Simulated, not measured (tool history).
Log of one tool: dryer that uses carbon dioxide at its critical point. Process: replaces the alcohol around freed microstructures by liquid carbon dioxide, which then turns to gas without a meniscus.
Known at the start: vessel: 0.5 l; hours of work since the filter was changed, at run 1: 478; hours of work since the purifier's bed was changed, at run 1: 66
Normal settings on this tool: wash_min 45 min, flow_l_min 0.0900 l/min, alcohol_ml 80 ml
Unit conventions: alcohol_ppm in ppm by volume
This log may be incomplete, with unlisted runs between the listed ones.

run   hour  wash_min  flow_l_min  alcohol_ml  hours of work since the filter was changed  hours of work since the purifier's bed was changed  alcohol_ppm
  1    0.0        45      0.0900          80                                         478                                                  66          635
  2    6.8        45      0.0900          80                                         481                                                  69          619
  3   13.1        45      0.1141          80                                         483                                                  71          154
  4   20.3        45      0.1141          80                                         486                                                  74          163
      29.9  -- inlet filter changed
  5   35.3        61      0.0900          80                                           2                                                  80           73
  6   44.1        61      0.0900          23                                           6                                                  83           37
  7   56.9        61      0.0900          23                                          11                                                  88           27
  8   71.0        45      0.0900          80                                          17                                                  94          463
  9   85.1        45      0.0900          80                                          22                                                 100          473
 10   95.6        45      0.0895         109                                          27                                                 104          649
 11  109.8        31      0.0672          27                                          32                                                 110         2653
 12  119.2        62      0.1491          27                                          36                                                 114           30
 13  133.2        62      0.1491          27                                          42                                                 119           24
 14  139.2        36      0.1208          80                                          44                                                 122          327
 15  151.2        29      0.1358         114                                          49                                                 127          815
 16  163.1        29      0.1358         114                                          54                                                 131          801
 17  174.5        29      0.0617          56                                          58                                                 136         8527

Below are 5 alternative next runs, each starting from the tool's condition after run 17. Predict each:
  A  183.0        28      0.0900          80                                          62                                                 139            ?
  B  183.0        28      0.1224          64                                          62                                                 139            ?
  C  183.0        45      0.0880          85                                          62                                                 139            ?
  D  183.0        54      0.1237         104                                          62                                                 139            ?
  E  183.0        70      0.0900          80                                          62                                                 139            ?

run  alcohol_ppm
  A         4288
  B          945
  C          583
  D           35
  E           43
Without the tool's unlogged condition, the same runs would have read:
run  alcohol_ppm
  A         4094
  B          873
  C          526
  D           12
  E           20
